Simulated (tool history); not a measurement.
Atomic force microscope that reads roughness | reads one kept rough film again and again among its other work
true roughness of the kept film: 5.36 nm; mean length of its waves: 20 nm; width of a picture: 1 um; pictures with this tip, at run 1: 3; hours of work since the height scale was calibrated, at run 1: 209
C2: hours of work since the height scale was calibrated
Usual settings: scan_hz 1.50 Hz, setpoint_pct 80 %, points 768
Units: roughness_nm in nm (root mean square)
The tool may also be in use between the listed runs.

run 1 hour=0.0 | scan_hz=1.50 setpoint_pct=80 points=768 | pictures_with_this_tip=3 C2=209 | roughness_nm=3.063
run 2 hour=11.9 | scan_hz=1.50 setpoint_pct=80 points=768 | pictures_with_this_tip=15 C2=216 | roughness_nm=3.083
run 3 hour=17.3 | scan_hz=3.48 setpoint_pct=80 points=768 | pictures_with_this_tip=20 C2=219 | roughness_nm=2.636
run 4 hour=25.9 | scan_hz=2.55 setpoint_pct=80 points=768 | pictures_with_this_tip=29 C2=225 | roughness_nm=2.807
run 5 hour=36.1 | scan_hz=2.55 setpoint_pct=80 points=768 | pictures_with_this_tip=39 C2=231 | roughness_nm=2.799
run 6 hour=42.8 | scan_hz=2.55 setpoint_pct=80 points=768 | pictures_with_this_tip=45 C2=235 | roughness_nm=2.800
run 7 hour=50.7 | scan_hz=2.55 setpoint_pct=68 points=768 | pictures_with_this_tip=53 C2=240 | roughness_nm=3.088
run 8 hour=58.8 | scan_hz=1.50 setpoint_pct=80 points=768 | pictures_with_this_tip=61 C2=244 | roughness_nm=3.040
run 9 hour=70.3 | scan_hz=1.50 setpoint_pct=80 points=586 | pictures_with_this_tip=72 C2=251 | roughness_nm=3.022
run 10 hour=76.1 | scan_hz=1.50 setpoint_pct=80 points=586 | pictures_with_this_tip=78 C2=255 | roughness_nm=3.057
run 11 hour=86.1 | scan_hz=1.57 setpoint_pct=80 points=586 | pictures_with_this_tip=88 C2=261 | roughness_nm=3.040
run 12 hour=91.9 | scan_hz=1.57 setpoint_pct=80 points=586 | pictures_with_this_tip=93 C2=264 | roughness_nm=3.047
run 13 hour=103.4 | scan_hz=1.50 setpoint_pct=80 points=768 | pictures_with_this_tip=105 C2=271 | roughness_nm=3.044
run 14 hour=114.4 | scan_hz=1.50 setpoint_pct=80 points=768 | pictures_with_this_tip=116 C2=278 | roughness_nm=3.065
run 15 hour=126.5 | scan_hz=1.50 setpoint_pct=80 points=768 | pictures_with_this_tip=127 C2=285 | roughness_nm=3.047
run 16 hour=132.9 | scan_hz=1.50 setpoint_pct=80 points=768 | pictures_with_this_tip=134 C2=289 | roughness_nm=3.039
run 17 hour=142.5 | scan_hz=1.50 setpoint_pct=70 points=768 | pictures_with_this_tip=143 C2=295 | roughness_nm=3.210
run 18 hour=153.0 | scan_hz=1.50 setpoint_pct=80 points=295 | pictures_with_this_tip=153 C2=301 | roughness_nm=2.967
run 19 hour=161.4 | scan_hz=1.50 setpoint_pct=80 points=560 | pictures_with_this_tip=162 C2=306 | roughness_nm=3.034
run 20 hour=170.1 | scan_hz=1.50 setpoint_pct=68 points=560 | pictures_with_this_tip=170 C2=312 | roughness_nm=3.217
run 21 hour=176.5 | scan_hz=2.06 setpoint_pct=61 points=401 | pictures_with_this_tip=176 C2=316 | roughness_nm=3.245
run 22 hour=185.3 | scan_hz=1.73 setpoint_pct=61 points=588 | pictures_with_this_tip=185 C2=321 | roughness_nm=3.289
run 23 hour=194.8 | scan_hz=1.63 setpoint_pct=61 points=540 | pictures_with_this_tip=194 C2=327 | roughness_nm=3.296
run 24 hour=206.8 | scan_hz=1.63 setpoint_pct=61 points=540 | pictures_with_this_tip=206 C2=334 | roughness_nm=3.294
run 25 hour=217.6 | scan_hz=1.63 setpoint_pct=61 points=540 | pictures_with_this_tip=217 C2=340 | roughness_nm=3.257
run 26 hour=225.0 | scan_hz=1.48 setpoint_pct=64 points=258 | pictures_with_this_tip=224 C2=345 | roughness_nm=3.180
run 27 hour=233.2 | scan_hz=1.37 setpoint_pct=64 points=727 | pictures_with_this_tip=232 C2=350 | roughness_nm=3.283
run 28 hour=244.4 | scan_hz=1.37 setpoint_pct=64 points=727 | pictures_with_this_tip=243 C2=357 | roughness_nm=3.284
run 29 hour=253.5 | scan_hz=1.37 setpoint_pct=64 points=727 | pictures_with_this_tip=252 C2=362 | roughness_nm=3.297
run 30 hour=261.4 | scan_hz=1.37 setpoint_pct=56 points=670 | pictures_with_this_tip=260 C2=367 | roughness_nm=3.378
run 31 hour=270.4 | scan_hz=1.37 setpoint_pct=56 points=670 | pictures_with_this_tip=269 C2=372 | roughness_nm=3.381
run 32 hour=275.6 | scan_hz=1.01 setpoint_pct=55 points=749 | pictures_with_this_tip=274 C2=375 | roughness_nm=3.401
run 33 hour=285.5 | scan_hz=1.01 setpoint_pct=55 points=749 | pictures_with_this_tip=283 C2=381 | roughness_nm=3.393
run 34 hour=294.4 | scan_hz=0.61 setpoint_pct=71 points=887 | pictures_with_this_tip=292 C2=387 | roughness_nm=3.336
run 35 hour=299.5 | scan_hz=3.61 setpoint_pct=56 points=887 | pictures_with_this_tip=297 C2=390 | roughness_nm=3.199
run 36 hour=305.4 | scan_hz=0.56 setpoint_pct=57 points=887 | pictures_with_this_tip=303 C2=393 | roughness_nm=3.433
run 37 hour=312.0 | scan_hz=3.14 setpoint_pct=61 points=847 | pictures_with_this_tip=310 C2=397 | roughness_nm=3.123
run 38 hour=319.1 | scan_hz=0.59 setpoint_pct=88 points=620 | pictures_with_this_tip=316 C2=402 | roughness_nm=3.200
run 39 hour=326.9 | scan_hz=0.59 setpoint_pct=88 points=620 | pictures_with_this_tip=324 C2=406 | roughness_nm=3.207
run 40 hour=338.8 | scan_hz=2.79 setpoint_pct=80 points=625 | pictures_with_this_tip=336 C2=414 | roughness_nm=2.722

Measured less the same run without the tool's hidden state. The same run-to-run variation is in both; the gauge's scatter may not be:
The hidden state here: radius of the tip, nm; height scale over the true one, %; drift of the gauge itself on roughness_nm, %.
run=1 roughness_nm=-0.001
run=2 roughness_nm=-0.001
run=3 roughness_nm=-0.001
run=4 roughness_nm=-0.002
run=5 roughness_nm=-0.002
run=6 roughness_nm=-0.002
run=7 roughness_nm=-0.003
run=8 roughness_nm=-0.004
run=9 roughness_nm=-0.004
run=10 roughness_nm=-0.004
run=11 roughness_nm=-0.005
run=12 roughness_nm=-0.006
run=13 roughness_nm=-0.006
run=14 roughness_nm=-0.007
run=15 roughness_nm=-0.008
run=16 roughness_nm=-0.008
run=17 roughness_nm=-0.009
run=18 roughness_nm=-0.008
run=19 roughness_nm=-0.010
run=20 roughness_nm=-0.011
run=21 roughness_nm=-0.011
run=22 roughness_nm=-0.012
run=23 roughness_nm=-0.013
run=24 roughness_nm=-0.013
run=25 roughness_nm=-0.013
run=26 roughness_nm=-0.014
run=27 roughness_nm=-0.014
run=28 roughness_nm=-0.016
run=29 roughness_nm=-0.016
run=30 roughness_nm=-0.017
run=31 roughness_nm=-0.017
run=32 roughness_nm=-0.018
run=33 roughness_nm=-0.019
run=34 roughness_nm=-0.019
run=35 roughness_nm=-0.018
run=36 roughness_nm=-0.020
run=37 roughness_nm=-0.019
run=38 roughness_nm=-0.020
run=39 roughness_nm=-0.020
run=40 roughness_nm=-0.018
